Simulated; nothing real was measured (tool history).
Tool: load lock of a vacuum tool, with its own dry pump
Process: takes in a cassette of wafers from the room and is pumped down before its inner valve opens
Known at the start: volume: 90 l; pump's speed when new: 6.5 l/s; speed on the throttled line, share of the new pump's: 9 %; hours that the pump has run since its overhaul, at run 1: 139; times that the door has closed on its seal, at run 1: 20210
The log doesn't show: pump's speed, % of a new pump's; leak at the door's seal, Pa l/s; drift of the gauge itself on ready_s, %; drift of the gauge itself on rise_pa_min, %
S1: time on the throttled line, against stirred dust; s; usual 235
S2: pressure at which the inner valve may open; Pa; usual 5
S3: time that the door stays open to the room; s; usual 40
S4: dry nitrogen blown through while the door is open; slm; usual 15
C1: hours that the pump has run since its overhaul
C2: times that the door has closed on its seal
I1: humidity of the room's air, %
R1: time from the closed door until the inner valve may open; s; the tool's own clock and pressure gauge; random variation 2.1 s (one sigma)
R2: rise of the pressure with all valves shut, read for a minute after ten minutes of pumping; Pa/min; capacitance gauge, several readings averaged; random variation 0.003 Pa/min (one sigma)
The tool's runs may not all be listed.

run    hour   S1  S2   S3  S4    C1     C2    I1     R1     R2
  1     0.0  235   5   40  15   139  20210  43.0  347.5  0.522
  2   174.7  235   5   40  15   313  20696  44.0  353.4  0.539
      223.8  -- door's seal changed, seat wiped
  3   384.6  235   5   40  15   522    447  43.0  353.7  0.039
  4   605.9  235   5   40  15   743   1063  44.0  351.6  0.042
  5   781.3  235   5   40  15   919   1551  47.6  347.5  0.053
  6   978.9  235   5  112  15  1116   2101  45.4  352.3  0.083
  7  1162.9  235   5  113  15  1300   2613  42.8  357.5  0.084
  8  1341.9  235   5  113  15  1479   3111  44.4  349.3  0.096
  9  1569.1  201   5  113  15  1706   3743  45.2  323.0  0.114
 10  1689.5  235   5   40  15  1827   4078  41.5  353.8  0.080
 11  1833.6  235   5   40  15  1971   4479  44.3  349.1  0.085
 12  2013.0  235   5   40   8  2150   4978  44.0  353.8  0.101
 13  2118.1  235   5   40  15  2255   5270  45.7  356.0  0.099
 14  2297.7  235   5   40  15  2435   5770  47.5  355.2  0.111
 15  2472.2  235   5   28  15  2610   6256  47.3  355.2  0.112
 16  2679.9  381   8  189  33  2817   6833  49.3  486.1  0.154
 17  2778.5  301   5   40   8  2916   7108  45.4  412.8  0.136
 18  3003.8  423   5   40  15  3141   7735  44.0  524.3  0.145
 19  3202.2  423   5   40  15  3340   8287  43.8  530.0  0.161
 20  3432.3  235   5   91  15  3570   8927  41.8  355.9  0.184
 21  3579.7  235   5   91  15  3717   9337  45.0  356.4  0.205
 22  3771.1  235   5   71  15  3908   9870  42.3  357.0  0.205
 23  3920.4  281   5   71   5  4058  10285  44.5  398.6  0.229
 24  4030.1  210   5  121   9  4167  10590  46.8  331.9  0.260
 25  4257.4  210   6  121  14  4395  11223  44.6  335.3  0.254
 26  4353.3  193   7   50   6  4491  11490  45.1  313.0  0.251
 27  4517.0  193   7   50   6  4654  11945  43.8  317.9  0.257
 28  4614.6  159   5  228   7  4752  12217  48.5  292.7  0.348
 29  4820.8  159   5  228   7  4958  12790  40.9  290.4  0.339

Forecast each of these 3 alternatives for the next run:
  A  4950.6  139   6  213   7  5088  13151  46.2   ?   ?
  B  4950.6  243   5  228  28  5088  13151  45.3   ?   ?
  C  4950.6  235   5   32  15  5088  13151  40.0   ?   ?

run     R1     R2
  A  274.1  0.359
  B  365.9  0.320
  C  362.0  0.277
Without the tool's hidden state the same runs would have given:
run     R1     R2
  A  265.9  0.112
  B  358.3  0.076
  C  354.3  0.028
